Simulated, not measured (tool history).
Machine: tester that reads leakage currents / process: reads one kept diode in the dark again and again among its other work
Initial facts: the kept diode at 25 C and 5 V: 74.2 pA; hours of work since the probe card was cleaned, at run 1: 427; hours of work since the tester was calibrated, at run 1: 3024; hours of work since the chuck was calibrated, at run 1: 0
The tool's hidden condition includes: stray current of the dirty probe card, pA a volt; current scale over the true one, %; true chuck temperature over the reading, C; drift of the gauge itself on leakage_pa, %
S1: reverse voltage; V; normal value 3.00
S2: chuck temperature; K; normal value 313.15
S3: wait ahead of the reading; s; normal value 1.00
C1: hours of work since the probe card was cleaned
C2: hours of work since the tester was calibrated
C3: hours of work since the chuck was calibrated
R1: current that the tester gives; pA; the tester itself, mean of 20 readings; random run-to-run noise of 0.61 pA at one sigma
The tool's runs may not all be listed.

| run | day | S1 | S2 | S3 | C1 | C2 | C3 | R1 |
|---|---|---|---|---|---|---|---|---|
| 1 | 0.000 | 3.00 | 313.15 | 1.00 | 427 | 3024 | 0 | 206.20 |
| 2 | 10.538 | 1.29 | 313.15 | 1.00 | 592 | 3189 | 165 | 149.42 |
| 3 | 19.667 | 3.00 | 313.15 | 1.00 | 734 | 3332 | 307 | 210.93 |
| 4 | 30.004 | 3.00 | 313.15 | 1.97 | 896 | 3493 | 469 | 214.72 |
| 5 | 41.367 | 3.00 | 313.15 | 2.37 | 1073 | 3670 | 646 | 218.27 |
| 6 | 47.892 | 3.00 | 306.15 | 2.37 | 1175 | 3772 | 748 | 130.07 |
| 7 | 57.712 | 3.00 | 313.15 | 1.00 | 1329 | 3926 | 901 | 223.86 |
| 8 | 69.100 | 10.92 | 313.15 | 1.00 | 1506 | 4103 | 1079 | 387.56 |
| 9 | 79.517 | 10.92 | 313.15 | 1.44 | 1669 | 4266 | 1242 | 391.38 |
| 10 | 84.733 | 10.92 | 313.15 | 1.44 | 1751 | 4348 | 1323 | 395.51 |
| 11 | 91.379 | 3.00 | 313.15 | 2.17 | 1854 | 4451 | 1427 | 233.50 |
| 12 | 99.250 | 1.16 | 313.15 | 1.00 | 1977 | 4574 | 1550 | 161.77 |
|  | 105.129 | chuck's temperature calibrated |
| 13 | 105.283 | 1.16 | 313.15 | 1.00 | 2070 | 4667 | 2 | 144.32 |
| 14 | 113.417 | 1.16 | 313.15 | 1.00 | 2197 | 4794 | 129 | 145.33 |
| 15 | 122.675 | 1.16 | 297.15 | 0.32 | 2342 | 4939 | 274 | 43.70 |
| 16 | 128.396 | 1.16 | 297.15 | 0.32 | 2431 | 5028 | 363 | 44.48 |
| 17 | 134.658 | 1.16 | 297.15 | 0.32 | 2529 | 5126 | 461 | 44.52 |
|  | 137.067 | probe card cleaned and baked |
|  | 137.792 | tester calibrated |
| 18 | 141.004 | 4.00 | 313.15 | 3.43 | 60 | 50 | 557 | 234.33 |
| 19 | 146.067 | 1.93 | 294.15 | 2.51 | 139 | 129 | 636 | 38.39 |
| 20 | 155.592 | 9.11 | 319.15 | 4.70 | 288 | 278 | 785 | 515.89 |
| 21 | 160.542 | 9.11 | 319.15 | 4.70 | 365 | 355 | 862 | 522.52 |
| 22 | 166.733 | 9.11 | 319.15 | 4.70 | 462 | 452 | 959 | 524.40 |
| 23 | 177.008 | 12.91 | 317.15 | 1.00 | 622 | 612 | 1119 | 532.93 |
| 24 | 188.450 | 5.80 | 317.15 | 6.59 | 801 | 791 | 1298 | 393.98 |
| 25 | 198.483 | 1.80 | 298.15 | 1.33 | 958 | 948 | 1455 | 58.07 |
| 26 | 204.471 | 1.80 | 298.15 | 1.33 | 1051 | 1041 | 1548 | 59.02 |
|  | 210.529 | chuck's temperature calibrated |
| 27 | 214.950 | 5.08 | 313.15 | 7.96 | 1214 | 1204 | 69 | 257.30 |

Below are 3 alternative next runs, each starting from the tool's condition after run 27. Predict each:
| A | 219.746 | 18.63 | 313.15 | 7.25 | 1289 | 1278 | 144 | ? |
| B | 219.746 | 2.29 | 305.15 | 8.70 | 1289 | 1278 | 144 | ? |
| C | 219.746 | 18.05 | 313.15 | 7.96 | 1289 | 1278 | 144 | ? |

| run | R1 |
|---|---|
| A | 444.50 |
| B | 102.38 |
| C | 435.85 |
Without the tool's hidden state the same runs would have given:
| run | R1 |
|---|---|
| A | 411.59 |
| B | 97.59 |
| C | 404.05 |
